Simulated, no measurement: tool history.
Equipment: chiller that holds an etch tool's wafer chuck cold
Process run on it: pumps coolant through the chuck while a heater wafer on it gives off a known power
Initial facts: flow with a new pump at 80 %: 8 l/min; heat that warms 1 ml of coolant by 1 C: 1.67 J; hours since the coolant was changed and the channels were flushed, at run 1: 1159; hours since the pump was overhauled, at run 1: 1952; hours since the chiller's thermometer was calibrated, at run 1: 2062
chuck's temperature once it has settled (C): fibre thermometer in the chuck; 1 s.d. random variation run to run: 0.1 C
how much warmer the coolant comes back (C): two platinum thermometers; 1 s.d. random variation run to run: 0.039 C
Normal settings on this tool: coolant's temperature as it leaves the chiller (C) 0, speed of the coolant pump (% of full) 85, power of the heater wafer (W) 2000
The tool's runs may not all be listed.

run     day  coolant's temperature as it leaves the chiller (C)  speed of the coolant pump (% of full)  power of the heater wafer (W)  hours since the coolant was changed and the channels were flushed  hours since the pump was overhauled  hours since the chiller's thermometer was calibrated  chuck's temperature once it has settled (C)  how much warmer the coolant comes back (C)
  1       0                                                   0                                     85                           2000                                                               1159                                 1952                                                  2062                                         24.5                                        8.81
  2   2.221                                                   0                                     85                           2000                                                               1212                                 2006                                                  2115                                         24.6                                        8.81
  3     3.6                                                   0                                     85                           2000                                                               1245                                 2039                                                  2149                                         24.5                                        8.89
  4   6.371                                                   0                                     85                           2000                                                               1311                                 2105                                                  2215                                         24.6                                         8.9
  5   8.433                                                   0                                     85                           2000                                                               1361                                 2155                                                  2265                                         24.7                                        8.84
  6   9.871                                                   0                                     84                           2000                                                               1395                                 2189                                                  2299                                         25.1                                        8.95
  7  11.529                                                   0                                     63                           2000                                                               1435                                 2229                                                  2339                                         32.6                                       12.24
  8  13.471                                                   0                                     73                           2641                                                               1482                                 2276                                                  2385                                         37.6                                       13.78
  9  14.846                                                   0                                     73                           2641                                                               1515                                 2309                                                  2418                                         37.8                                       13.89
 10   17.05                                                   0                                     73                           2641                                                               1568                                 2362                                                  2471                                         37.9                                        13.9
 11  19.608                                                   0                                     86                           1074                                                               1629                                 2423                                                  2533                                         13.5                                        4.74
     19.817  -- chiller's thermometer calibrated
 12  21.558                                                  -4                                     85                           1066                                                               1675                                 2469                                                    42                                          9.1                                        4.78
 13  23.492                                                   0                                     85                           1006                                                               1721                                 2515                                                    88                                         12.4                                        4.58
 14  25.383                                                   0                                     85                           1006                                                               1767                                 2561                                                   134                                         12.6                                        4.49

Alternative continuations, all from the tool just after run 14; predict every row:
  A  26.754                                                   0                                     82                           1492                                                               1800                                 2594                                                   167                                            ?                                           ?
  B  26.754                                                   3                                     86                           1438                                                               1800                                 2594                                                   167                                            ?                                           ?
  C  26.754                                                   3                                     65                           2524                                                               1800                                 2594                                                   167                                            ?                                           ?

run  chuck's temperature once it has settled (C)  how much warmer the coolant comes back (C)
  A                                         19.3                                        6.94
  B                                         20.9                                        6.38
  C                                         43.4                                       15.16
Stripped of hidden state, with their random variation kept, the same runs would have yielded:
run  chuck's temperature once it has settled (C)  how much warmer the coolant comes back (C)
  A                                         17.1                                        6.54
  B                                         18.8                                        6.01
  C                                         38.8                                       14.29
